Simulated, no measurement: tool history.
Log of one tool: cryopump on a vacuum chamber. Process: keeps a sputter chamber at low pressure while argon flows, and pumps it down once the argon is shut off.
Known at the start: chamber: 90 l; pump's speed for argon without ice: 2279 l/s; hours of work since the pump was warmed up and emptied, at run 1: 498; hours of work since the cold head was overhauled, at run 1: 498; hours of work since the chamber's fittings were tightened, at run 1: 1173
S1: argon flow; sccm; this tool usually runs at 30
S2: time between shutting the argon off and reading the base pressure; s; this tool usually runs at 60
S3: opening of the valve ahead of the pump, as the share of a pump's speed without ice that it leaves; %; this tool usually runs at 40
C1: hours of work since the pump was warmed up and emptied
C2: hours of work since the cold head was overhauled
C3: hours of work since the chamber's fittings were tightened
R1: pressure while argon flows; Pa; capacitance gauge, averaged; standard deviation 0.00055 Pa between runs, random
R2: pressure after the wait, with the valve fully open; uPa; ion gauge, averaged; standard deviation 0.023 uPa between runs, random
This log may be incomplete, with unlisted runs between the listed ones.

run	hour	S1	S2	S3	C1	C2	C3	R1	R2
1	0.0	30	60	40	498	498	1173	0.0589	2.36
2	17.9	30	60	15	513	513	1188	0.1514	2.44
3	34.2	30	162	40	527	527	1202	0.0590	2.06
4	60.8	30	34	40	550	550	1225	0.0581	2.88
5	86.0	27	60	40	571	571	1246	0.0531	2.43
6	108.1	27	60	40	590	590	1265	0.0534	2.49
7	119.4	27	60	40	600	600	1275	0.0540	2.51
8	131.2	30	60	40	610	610	1285	0.0599	2.51
9	152.7	30	60	40	628	628	1303	0.0599	2.55
10	169.8	30	35	40	643	643	1318	0.0589	2.97
# hour 173.5: leaking fittings of the chamber tightened, without venting
11	193.3	30	35	40	662	662	17	0.0604	1.25
12	220.1	30	35	40	685	685	40	0.0609	1.27
13	234.0	30	35	40	696	696	52	0.0606	1.30
14	260.0	30	60	40	719	719	74	0.0608	0.87
15	273.5	30	60	40	730	730	86	0.0606	0.86
16	291.3	30	24	40	746	746	101	0.0612	1.84
17	304.0	20	105	31	756	756	112	0.0516	0.71
18	326.6	15	43	20	776	776	131	0.0576	1.18
19	348.3	21	197	47	794	794	150	0.0370	0.57
20	366.0	60	197	15	810	810	165	0.3089	0.57
21	378.5	49	197	23	820	820	176	0.1672	0.63
22	402.6	45	207	40	841	841	196	0.0930	0.64
23	416.8	22	112	40	853	853	208	0.0447	0.82
24	441.6	15	186	50	874	874	230	0.0256	0.73
25	462.7	15	132	54	892	892	248	0.0239	0.78
26	479.7	15	132	54	907	907	262	0.0231	0.80
27	506.2	15	132	54	930	930	285	0.0246	0.92
28	521.2	15	132	49	943	943	298	0.0260	0.94
29	536.2	14	109	47	955	955	311	0.0257	0.97
30	555.5	14	109	47	972	972	327	0.0248	1.02
31	576.6	14	109	47	990	990	345	0.0254	1.03

What if the next run were any one of these 4? Each begins from the tool's condition after run 31:
A	594.1	16	21	23	1005	1005	360	?	?
B	594.1	30	60	40	1005	1005	360	?	?
C	594.1	19	53	47	1005	1005	360	?	?
D	594.1	30	60	52	1005	1005	360	?	?

run	R1	R2
A	0.0555	2.44
B	0.0628	1.33
C	0.0353	1.42
D	0.0502	1.35
Take away the tool's hidden state, keep each run's random variation, and the runs would have read:
run	R1	R2
A	0.0514	1.84
B	0.0552	0.73
C	0.0304	0.80
D	0.0425	0.73
